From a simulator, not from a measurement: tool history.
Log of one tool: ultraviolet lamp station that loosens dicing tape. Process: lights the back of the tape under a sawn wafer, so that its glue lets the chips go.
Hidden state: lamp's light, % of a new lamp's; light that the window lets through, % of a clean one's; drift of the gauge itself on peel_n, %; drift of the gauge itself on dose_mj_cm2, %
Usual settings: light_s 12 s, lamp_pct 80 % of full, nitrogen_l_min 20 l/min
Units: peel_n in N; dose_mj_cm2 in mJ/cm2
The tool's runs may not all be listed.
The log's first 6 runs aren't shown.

run	hour	light_s	lamp_pct	nitrogen_l_min	hours of work of the lamp	hours of work since the window was cleaned	peel_n	dose_mj_cm2
7	57.1	12	80	24	189	189	0.874	460
8	64.7	12	80	24	194	194	0.9	462
9	71	8	80	20	198	198	2.276	302
10	78.1	6	80	20	203	203	3.334	224
11	90.1	6	80	20	211	211	3.454	225
12	100.3	6	80	20	218	218	3.432	219
# hour 110.6: window cleaned of glue's vapour
13	112.6	12	80	16	226	1	1.513	414
14	123	12	66	16	233	8	2.191	342
15	128.8	12	80	20	237	12	1.284	412
16	138.5	12	80	20	243	19	1.345	409
# hour 148.9: window cleaned of glue's vapour, once more
17	150.6	12	80	20	251	1	0.797	519
18	158.5	17	80	20	256	6	0.367	729
19	169	8	80	20	263	13	1.88	342
20	179.3	12	67	20	270	20	1.226	423
21	184.6	12	67	20	274	24	1.252	426
22	195.9	12	67	20	281	32	1.247	421
23	205.7	12	61	20	288	38	1.546	378
24	215	12	61	20	294	44	1.541	378
25	222	22	61	29	299	49	0.277	684
26	227.3	22	61	29	302	53	0.3	682

The next listed run, before its measurement:
27	237.5	22	61	29	309	59	?	?

Run 27 gave peel_n 0.315 N, dose_mj_cm2 671 mJ/cm2.
Without the tool's hidden state the same run would have given peel_n 0.228 N, dose_mj_cm2 803 mJ/cm2.
